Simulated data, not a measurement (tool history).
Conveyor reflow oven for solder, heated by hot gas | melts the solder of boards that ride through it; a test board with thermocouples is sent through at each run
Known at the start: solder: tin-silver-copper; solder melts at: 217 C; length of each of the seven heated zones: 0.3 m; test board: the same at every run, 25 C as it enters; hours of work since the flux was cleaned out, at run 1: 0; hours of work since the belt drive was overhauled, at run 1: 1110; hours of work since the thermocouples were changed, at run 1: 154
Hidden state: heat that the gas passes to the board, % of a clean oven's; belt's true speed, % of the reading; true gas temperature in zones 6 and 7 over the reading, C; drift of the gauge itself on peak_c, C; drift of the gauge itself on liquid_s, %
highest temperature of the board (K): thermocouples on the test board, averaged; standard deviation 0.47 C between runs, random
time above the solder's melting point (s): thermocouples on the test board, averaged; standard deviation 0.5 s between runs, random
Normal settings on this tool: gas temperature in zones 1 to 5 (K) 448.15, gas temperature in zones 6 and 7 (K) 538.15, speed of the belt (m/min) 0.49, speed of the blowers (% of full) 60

run	hour	gas temperature in zones 1 to 5 (K)	gas temperature in zones 6 and 7 (K)	speed of the belt (m/min)	speed of the blowers (% of full)	hours of work since the flux was cleaned out	hours of work since the belt drive was overhauled	hours of work since the thermocouples were changed	highest temperature of the board (K)	time above the solder's melting point (s)
1	0	448.15	538.15	0.49	60	0	1110	154	523.95	55.9
2	50.5	448.15	538.15	0.49	82	38	1147	192	527.35	58.7
3	88.2	448.15	538.15	0.49	82	66	1176	220	526.45	59.2
4	138.8	448.15	538.15	0.49	82	103	1213	258	527.55	58.4
5	201.9	448.15	538.15	0.49	82	150	1260	305	526.55	59
6	273.1	448.15	542.15	0.49	60	203	1313	358	525.55	57.6
7	304	448.15	550.15	0.49	60	227	1336	381	533.35	61
8	335	448.15	538.15	0.49	60	250	1359	404	522.15	53.9
9	391.3	448.15	538.15	0.49	60	292	1401	446	521.75	53.4
# hour 437.5: flux residue cleaned out of gas plates and filters
10	464	448.15	538.15	0.49	60	20	1452	496	523.05	54.8
11	503.9	448.15	538.15	0.471	60	49	1481	526	523.75	56.7
12	543.6	448.15	538.15	0.471	60	79	1511	555	523.55	58.4
13	616.1	448.15	538.15	0.471	60	133	1565	609	523.55	57.5
14	651.6	448.15	538.15	0.471	60	160	1592	636	524.35	58
15	725.8	448.15	538.15	0.49	60	215	1647	691	521.45	53.1
16	756.7	456.15	538.15	0.49	70	238	1670	714	524.35	58.6
17	827.1	456.15	531.15	0.49	88	290	1722	767	519.75	57.6
# hour 876.9: flux residue cleaned out of gas plates and filters
18	885.2	453.15	532.15	0.443	60	6	1762	806	521.85	62.8
# hour 893.2: belt drive overhauled, speed set with a stopwatch
19	957.9	448.15	541.15	0.443	54	57	48	857	526.25	62.6
# hour 1002.5: thermocouples of zones 6 and 7 changed
20	1010.5	448.15	541.15	0.443	54	95	86	6	528.15	64.1
21	1054.8	447.15	537.15	0.545	56	128	119	39	517.95	43.4
22	1113.5	462.15	541.15	0.49	88	172	163	83	532.15	64.7
23	1170.6	459.15	538.15	0.577	60	214	205	125	518.95	45.4
24	1218.1	459.15	538.15	0.577	60	250	241	161	519.05	46
25	1290	459.15	538.15	0.577	60	303	294	214	518.85	45.5
# hour 1323.7: flux residue cleaned out of gas plates and filters
26	1337.1	448.15	540.15	0.49	60	10	325	246	525.25	56
27	1401	462.15	538.15	0.49	69	58	373	293	527.75	62.8
28	1462.9	447.15	535.15	0.49	71	104	419	339	522.85	54.9
29	1509.8	447.15	537.15	0.524	71	139	454	374	521.75	49.6
30	1565.6	447.15	546.15	0.443	71	180	496	416	533.55	67.5

4 ways to go on from here, each from the tool as it stands after run 30. What would each give?
A	1634	444.15	535.15	0.49	80	231	547	467	?	?
B	1634	447.15	546.15	0.491	71	231	547	467	?	?
C	1634	448.15	538.15	0.568	60	231	547	467	?	?
D	1634	447.15	547.15	0.428	63	231	547	467	?	?

run	highest temperature of the board (K)	time above the solder's melting point (s)
A	523.05	52.6
B	531.35	58.7
C	517.45	42.3
D	534.15	70
Stripped of hidden state, with their random variation kept, the same runs would have yielded:
run	highest temperature of the board (K)	time above the solder's melting point (s)
A	525.45	54.5
B	533.85	60
C	519.95	44.5
D	536.35	71.1
